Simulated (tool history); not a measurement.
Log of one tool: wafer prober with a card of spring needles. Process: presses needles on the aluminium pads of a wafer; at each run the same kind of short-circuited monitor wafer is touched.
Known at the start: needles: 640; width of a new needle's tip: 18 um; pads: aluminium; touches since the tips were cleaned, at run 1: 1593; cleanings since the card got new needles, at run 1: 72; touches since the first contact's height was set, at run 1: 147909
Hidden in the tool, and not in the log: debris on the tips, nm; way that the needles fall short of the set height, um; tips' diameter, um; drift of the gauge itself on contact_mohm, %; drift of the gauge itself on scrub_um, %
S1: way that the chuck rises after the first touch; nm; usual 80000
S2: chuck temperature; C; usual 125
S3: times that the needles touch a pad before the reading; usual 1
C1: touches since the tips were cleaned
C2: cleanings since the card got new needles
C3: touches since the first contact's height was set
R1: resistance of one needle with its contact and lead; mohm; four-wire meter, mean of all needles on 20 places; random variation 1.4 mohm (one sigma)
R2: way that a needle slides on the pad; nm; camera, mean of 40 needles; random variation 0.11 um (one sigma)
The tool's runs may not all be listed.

run,day,S1,S2,S3,C1,C2,C3,R1,R2
1,0,80000,125,1,1593,72,147909,161,13020
# day 0.062: tips cleaned on abrasive film
2,0.162,80000,125,1,957,73,149427,200,12800
# day 0.267: tips cleaned on abrasive film
3,0.446,80000,125,1,1772,74,152171,166,12780
# day 0.475: tips cleaned on abrasive film
# day 0.7: tips cleaned on abrasive film
4,0.729,80000,125,1,267,76,154803,140,12690
# day 0.917: tips cleaned on abrasive film
5,0.971,80000,125,1,530,77,157113,144,12910
# day 1.142: tips cleaned on abrasive film
# day 1.354: tips cleaned on abrasive film
6,1.362,80000,125,1,50,79,160828,133,12970
# day 1.475: tips cleaned on abrasive film, once more
# day 1.588: height of the first contact set anew
# day 1.704: tips cleaned on abrasive film
7,1.704,80000,125,1,0,81,1078,129,13800
8,1.892,76000,125,1,1833,81,2911,165,13370
# day 1.921: tips cleaned on abrasive film
9,2.083,76000,125,1,1612,82,4737,161,13290
# day 2.121: tips cleaned on abrasive film
# day 2.333: tips cleaned on abrasive film
10,2.462,80000,57,1,1235,84,8305,149,13820
# day 2.546: tips cleaned on abrasive film
# day 2.746: tips cleaned on abrasive film
11,2.746,80000,57,1,0,86,10979,120,13860
# day 2.958: tips cleaned on abrasive film
12,3.096,80000,57,2,1336,87,14336,135,13750
# day 3.171: tips cleaned on abrasive film
13,3.3,80000,57,2,1232,88,16273,137,14000
# day 3.392: tips cleaned on abrasive film
# day 3.608: tips cleaned on abrasive film
14,3.612,80000,57,2,25,90,19236,116,13600
15,3.771,80000,107,1,1542,90,20753,156,13870
# day 3.817: tips cleaned on abrasive film
# day 4.017: tips cleaned on abrasive film
16,4.15,80000,107,1,1292,92,24375,155,13830
# day 4.217: tips cleaned on abrasive film
17,4.346,84000,125,1,1254,93,26241,155,14610
# day 4.429: tips cleaned on abrasive film
# day 4.625: tips cleaned on abrasive film
18,4.625,84000,125,1,0,95,28865,130,14490
# day 4.829: tips cleaned on abrasive film
19,5,86000,51,1,1680,96,32456,148,14660
# day 5.05: tips cleaned on abrasive film
# day 5.262: tips cleaned on abrasive film
20,5.346,86000,51,1,818,98,35735,135,14620
# day 5.467: tips cleaned on abrasive film
21,5.65,61000,117,1,1798,99,38652,196,10450
# day 5.675: tips cleaned on abrasive film
# day 5.888: tips cleaned on abrasive film
22,5.954,61000,117,1,630,101,41503,165,10370
# day 6.092: tips cleaned on abrasive film
23,6.275,61000,117,1,1806,102,44599,198,10370
# day 6.3: tips cleaned on abrasive film
24,6.442,75000,50,3,1380,103,46156,132,12680
# day 6.512: tips cleaned on abrasive film
25,6.667,79000,50,2,1491,104,48311,139,13500
# day 6.738: tips cleaned on abrasive film
# day 6.954: tips cleaned on abrasive film
26,7.033,77000,74,1,744,106,51767,146,12940
# day 7.158: tips cleaned on abrasive film
# day 7.358: tips cleaned on abrasive film
27,7.358,77000,76,1,0,108,54859,122,13130
# day 7.579: tips cleaned on abrasive film
28,7.633,80000,74,3,526,109,57460,127,13630
# day 7.796: tips cleaned on abrasive film
# day 8.004: tips cleaned on abrasive film
29,8.008,92000,35,3,45,111,61021,111,15750
# day 8.204: tips cleaned on abrasive film
30,8.204,80000,41,1,0,112,62883,120,13510
# day 8.408: tips cleaned on abrasive film
31,8.408,83000,29,1,0,113,64843,121,14050

Hidden state at the last listed run before each entry between runs and at the first one after, where it differs:
Between runs 1 and 2: tips cleaned on abrasive film (day 0.062)
  debris on the tips, nm: 40.3 -> 81.7; way that the needles fall short of the set height, um: 4.48 -> 5.99; tips' diameter, um: 19.57 -> 20.09
  measured less the result without the state, R1: +35 -> +75 mohm; R2: -780 -> -1030 nm
Between runs 2 and 3: tips cleaned on abrasive film (day 0.267)
  debris on the tips, nm: 81.7 -> 42.7; way that the needles fall short of the set height, um: 5.99 -> 6.04; tips' diameter, um: 20.09 -> 20.11
  measured less the result without the state, R1: +75 -> +41 mohm; R2: -1030 -> -1040 nm
Between runs 3 and 4: tips cleaned on abrasive film (day 0.475); tips cleaned on abrasive film (day 0.7)
  debris on the tips, nm: 42.7 -> 12.1; way that the needles fall short of the set height, um: 6.04 -> 6.16; tips' diameter, um: 20.11 -> 20.15
  measured less the result without the state, R1: +41 -> +14 mohm; R2: -1040 -> -1070 nm
Between runs 4 and 5: tips cleaned on abrasive film (day 0.917)
  debris on the tips, nm: 12.1 -> 16.3; way that the needles fall short of the set height, um: 6.16 -> 6.21; tips' diameter, um: 20.15 -> 20.17
  measured less the result without the state, R1: +14 -> +19 mohm; R2: -1070 -> -1090 nm
Between runs 5 and 6: tips cleaned on abrasive film (day 1.142); tips cleaned on abrasive film (day 1.354)
  debris on the tips, nm: 16.3 -> 3.5; way that the needles fall short of the set height, um: 6.21 -> 6.31; tips' diameter, um: 20.17 -> 20.21
  measured less the result without the state, R1: +19 -> +7 mohm; R2: -1090 -> -1100 nm
Between runs 6 and 7: tips cleaned on abrasive film, once more (day 1.475); height of the first contact set anew (day 1.588); tips cleaned on abrasive film (day 1.704)
  debris on the tips, nm: 3.5 -> 4.1; way that the needles fall short of the set height, um: 6.31 -> 0.07; tips' diameter, um: 20.21 -> 20.26
  measured less the result without the state, R1: +7 -> +5 mohm; R2: -1100 -> -10 nm
Between runs 8 and 9: tips cleaned on abrasive film (day 1.921)
  debris on the tips, nm: 44 -> 41.9; way that the needles fall short of the set height, um: 0.07 -> 0.15; tips' diameter, um: 20.26 -> 20.28
  measured less the result without the state, R1: +40 -> +38 mohm; R2: -10 -> -30 nm
Between runs 9 and 10: tips cleaned on abrasive film (day 2.121); tips cleaned on abrasive film (day 2.333)
  debris on the tips, nm: 41.9 -> 34; way that the needles fall short of the set height, um: 0.15 -> 0.26; tips' diameter, um: 20.28 -> 20.32
  measured less the result without the state, R1: +38 -> +32 mohm; R2: -30 -> -40 nm
Between runs 10 and 11: tips cleaned on abrasive film (day 2.546); tips cleaned on abrasive film (day 2.746)
  debris on the tips, nm: 34 -> 2; way that the needles fall short of the set height, um: 0.26 -> 0.39; tips' diameter, um: 20.32 -> 20.37
  measured less the result without the state, R1: +32 -> +4 mohm; R2: -40 -> -70 nm
Between runs 11 and 12: tips cleaned on abrasive film (day 2.958)
  debris on the tips, nm: 2 -> 35.8; way that the needles fall short of the set height, um: 0.39 -> 0.44; tips' diameter, um: 20.37 -> 20.39
  measured less the result without the state, R1: +4 -> +21 mohm; R2: -70 -> -80 nm
Between runs 12 and 13: tips cleaned on abrasive film (day 3.171)
  debris on the tips, nm: 35.8 -> 32.5; way that the needles fall short of the set height, um: 0.44 -> 0.51; tips' diameter, um: 20.39 -> 20.41
  measured less the result without the state, R1: +21 -> +19 mohm; R2: -80 -> -90 nm
Between runs 13 and 14: tips cleaned on abrasive film (day 3.392); tips cleaned on abrasive film (day 3.608)
  debris on the tips, nm: 32.5 -> 3.5; way that the needles fall short of the set height, um: 0.51 -> 0.66; tips' diameter, um: 20.41 -> 20.46
  measured less the result without the state, R1: +19 -> +4 mohm; R2: -90 -> -110 nm
Between runs 15 and 16: tips cleaned on abrasive film (day 3.817); tips cleaned on abrasive film (day 4.017)
  debris on the tips, nm: 38.7 -> 36.6; way that the needles fall short of the set height, um: 0.66 -> 0.79; tips' diameter, um: 20.46 -> 20.51
  measured less the result without the state, R1: +34 -> +32 mohm; R2: -120 -> -140 nm
Between runs 16 and 17: tips cleaned on abrasive film (day 4.217)
  debris on the tips, nm: 36.6 -> 36.5; way that the needles fall short of the set height, um: 0.79 -> 0.84; tips' diameter, um: 20.51 -> 20.53
  measured less the result without the state, R1: +32 -> +29 mohm; R2: -140 -> -150 nm
Between runs 17 and 18: tips cleaned on abrasive film (day 4.429); tips cleaned on abrasive film (day 4.625)
  debris on the tips, nm: 36.5 -> 4.6; way that the needles fall short of the set height, um: 0.84 -> 0.98; tips' diameter, um: 20.53 -> 20.57
  measured less the result without the state, R1: +29 -> +6 mohm; R2: -150 -> -170 nm
Between runs 18 and 19: tips cleaned on abrasive film (day 4.829)
  debris on the tips, nm: 4.6 -> 41.6; way that the needles fall short of the set height, um: 0.98 -> 1.03; tips' diameter, um: 20.57 -> 20.59
  measured less the result without the state, R1: +6 -> +36 mohm; R2: -170 -> -180 nm
Between runs 19 and 20: tips cleaned on abrasive film (day 5.05); tips cleaned on abrasive film (day 5.262)
  debris on the tips, nm: 41.6 -> 25.8; way that the needles fall short of the set height, um: 1.03 -> 1.15; tips' diameter, um: 20.59 -> 20.63
  measured less the result without the state, R1: +36 -> +23 mohm; R2: -180 -> -200 nm
Between runs 20 and 21: tips cleaned on abrasive film (day 5.467)
  debris on the tips, nm: 25.8 -> 44.7; way that the needles fall short of the set height, um: 1.15 -> 1.21; tips' diameter, um: 20.63 -> 20.66
  measured less the result without the state, R1: +23 -> +65 mohm; R2: -200 -> -210 nm
Between runs 21 and 22: tips cleaned on abrasive film (day 5.675); tips cleaned on abrasive film (day 5.888)
  debris on the tips, nm: 44.7 -> 21.5; way that the needles fall short of the set height, um: 1.21 -> 1.35; tips' diameter, um: 20.66 -> 20.71
  measured less the result without the state, R1: +65 -> +34 mohm; R2: -210 -> -240 nm
Between runs 22 and 23: tips cleaned on abrasive film (day 6.092)
  debris on the tips, nm: 21.5 -> 46.1; way that the needles fall short of the set height, um: 1.35 -> 1.42; tips' diameter, um: 20.71 -> 20.73
  measured less the result without the state, R1: +34 -> +68 mohm; R2: -240 -> -250 nm
Between runs 23 and 24: tips cleaned on abrasive film (day 6.3)
  debris on the tips, nm: 46.1 -> 36.6; way that the needles fall short of the set height, um: 1.42 -> 1.47; tips' diameter, um: 20.73 -> 20.75
  measured less the result without the state, R1: +68 -> +16 mohm; R2: -250 -> -260 nm
Between runs 24 and 25: tips cleaned on abrasive film (day 6.512)
  debris on the tips, nm: 36.6 -> 38.9; way that the needles fall short of the set height, um: 1.47 -> 1.54; tips' diameter, um: 20.75 -> 20.77
  measured less the result without the state, R1: +16 -> +25 mohm; R2: -260 -> -270 nm
Between runs 25 and 26: tips cleaned on abrasive film (day 6.738); tips cleaned on abrasive film (day 6.954)
  debris on the tips, nm: 38.9 -> 26; way that the needles fall short of the set height, um: 1.54 -> 1.67; tips' diameter, um: 20.77 -> 20.82
  measured less the result without the state, R1: +25 -> +28 mohm; R2: -270 -> -290 nm
Between runs 26 and 27: tips cleaned on abrasive film (day 7.158); tips cleaned on abrasive film (day 7.358)
  debris on the tips, nm: 26 -> 2.2; way that the needles fall short of the set height, um: 1.67 -> 1.79; tips' diameter, um: 20.82 -> 20.86
  measured less the result without the state, R1: +28 -> +5 mohm; R2: -290 -> -310 nm
Between runs 27 and 28: tips cleaned on abrasive film (day 7.579)
  debris on the tips, nm: 2.2 -> 18.5; way that the needles fall short of the set height, um: 1.79 -> 1.83; tips' diameter, um: 20.86 -> 20.87
  measured less the result without the state, R1: +5 -> +9 mohm; R2: -310 -> -320 nm
Between runs 28 and 29: tips cleaned on abrasive film (day 7.796); tips cleaned on abrasive film (day 8.004)
  debris on the tips, nm: 18.5 -> 5.1; way that the needles fall short of the set height, um: 1.83 -> 1.96; tips' diameter, um: 20.87 -> 20.92
  measured less the result without the state, R1: +9 -> +4 mohm; R2: -320 -> -350 nm
Between runs 29 and 30: tips cleaned on abrasive film (day 8.204)
  debris on the tips, nm: 5.1 -> 2.8; way that the needles fall short of the set height, um: 1.96 -> 2.03; tips' diameter, um: 20.92 -> 20.94
  measured less the result without the state, R1: +4 -> +5 mohm; R2: -350 -> -350 nm
Between runs 30 and 31: tips cleaned on abrasive film (day 8.408)
  debris on the tips, nm: 2.8 -> 4.9; way that the needles fall short of the set height, um: 2.03 -> 2.08; tips' diameter, um: 20.94 -> 20.96
  measured less the result without the state, R1: +5 -> +8 mohm; R2: -350 -> -370 nm
